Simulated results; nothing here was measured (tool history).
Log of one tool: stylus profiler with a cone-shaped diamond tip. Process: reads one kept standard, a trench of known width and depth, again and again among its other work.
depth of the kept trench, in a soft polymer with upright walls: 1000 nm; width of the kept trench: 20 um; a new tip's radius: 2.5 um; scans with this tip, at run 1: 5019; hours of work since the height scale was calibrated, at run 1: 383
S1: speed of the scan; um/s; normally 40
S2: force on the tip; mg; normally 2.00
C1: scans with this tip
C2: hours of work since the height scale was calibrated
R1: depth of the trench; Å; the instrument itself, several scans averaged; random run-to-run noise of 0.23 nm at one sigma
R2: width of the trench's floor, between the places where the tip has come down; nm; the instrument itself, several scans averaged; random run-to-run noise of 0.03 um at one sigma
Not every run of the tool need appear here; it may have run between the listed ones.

run	hour	S1	S2	C1	C2	R1	R2
1	0.0	40	2.00	5019	383	10101.0	13880
2	14.3	40	2.00	5145	393	10102.7	13820
3	32.5	40	3.51	5304	405	10152.5	13820
4	43.6	40	3.51	5401	412	10150.5	13770
5	62.1	40	3.51	5563	425	10152.1	13710
6	71.6	40	3.51	5646	431	10148.8	13670
7	83.1	40	3.51	5748	439	10152.7	13620
8	96.6	40	3.51	5866	448	10147.5	13570
9	108.2	40	3.51	5968	456	10148.2	13550
10	123.0	40	3.51	6097	465	10146.4	13490
11	132.5	40	3.51	6180	472	10145.7	13490
12	151.2	40	3.51	6345	484	10148.1	13470
13	166.4	40	3.51	6477	494	10148.3	13390
14	181.7	15	2.00	6612	505	10093.2	13430
15	195.3	40	2.00	6731	514	10094.9	13280
16	206.0	40	2.00	6825	521	10089.7	13280
17	216.2	40	1.01	6915	528	10049.4	13160
18	234.5	40	1.01	7075	540	10046.7	13140
19	252.5	40	1.01	7233	552	10050.5	13070
20	269.0	11	2.00	7377	563	10091.0	13220
21	282.5	11	2.00	7496	572	10089.8	13150
22	290.1	11	2.00	7562	577	10091.1	13140
23	298.7	40	2.00	7638	583	10087.0	12990
24	312.0	40	2.00	7754	592	10090.6	12980
25	325.6	40	2.00	7874	601	10085.3	12940
26	333.2	148	0.89	7940	606	10037.6	12090
27	347.3	115	1.69	8064	616	10071.3	12460
28	364.5	30	1.71	8214	627	10073.3	12850
29	376.3	29	3.32	8318	635	10136.6	12840
30	385.1	19	0.68	8395	641	10028.7	12790
31	403.7	19	0.68	8559	653	10026.2	12760
32	421.0	44	1.43	8710	665	10061.9	12590
33	438.2	12	2.62	8861	676	10106.1	12800
34	452.3	40	1.39	8985	686	10060.2	12610
35	466.9	40	1.39	9112	696	10060.3	12450
36	477.1	40	1.39	9202	702	10060.8	12500
37	485.5	12	0.76	9276	708	10030.0	12550
38	498.4	92	2.96	9389	717	10118.7	12330
39	516.7	52	0.78	9549	729	10030.4	12260
40	533.1	13	4.73	9693	740	10172.3	12550
41	549.9	18	2.00	9840	751	10079.2	12470
42	561.7	46	0.75	9944	759	10027.8	12220
43	574.6	46	0.75	10057	768	10025.5	12150
44	582.4	46	0.75	10126	773	10024.8	12080
45	593.1	23	0.69	10219	780	10021.5	12230
46	607.3	11	2.10	10344	790	10080.9	12250

Had the tool no unlogged condition, and each run kept its random variation, what would the results have been?
What the log doesn't record here: radius of the tip, um; height scale over the true one, %; drift of the gauge itself on depth_nm, %; drift of the gauge itself on floor_um, %.
run	R1	R2
1	10117.6	15860
2	10119.7	15840
3	10170.2	15900
4	10168.5	15880
5	10170.7	15880
6	10167.7	15870
7	10172.0	15850
8	10167.3	15840
9	10168.2	15860
10	10166.8	15840
11	10166.5	15860
12	10169.5	15900
13	10170.2	15870
14	10115.4	15950
15	10117.7	15830
16	10112.8	15870
17	10072.7	15770
18	10070.6	15810
19	10075.0	15780
20	10116.1	15980
21	10115.4	15950
22	10116.9	15960
23	10113.1	15830
24	10117.2	15850
25	10112.4	15850
26	10064.7	15020
27	10099.0	15430
28	10101.6	15860
29	10165.4	15880
30	10057.4	15860
31	10055.5	15870
32	10091.9	15760
33	10136.8	16010
34	10091.2	15850
35	10091.8	15740
36	10092.6	15810
37	10062.0	15880
38	10151.4	15690
39	10063.4	15670
40	10206.2	15990
41	10113.4	15960
42	10062.2	15730
43	10060.3	15700
44	10060.0	15650
45	10056.9	15820
46	10116.9	15880
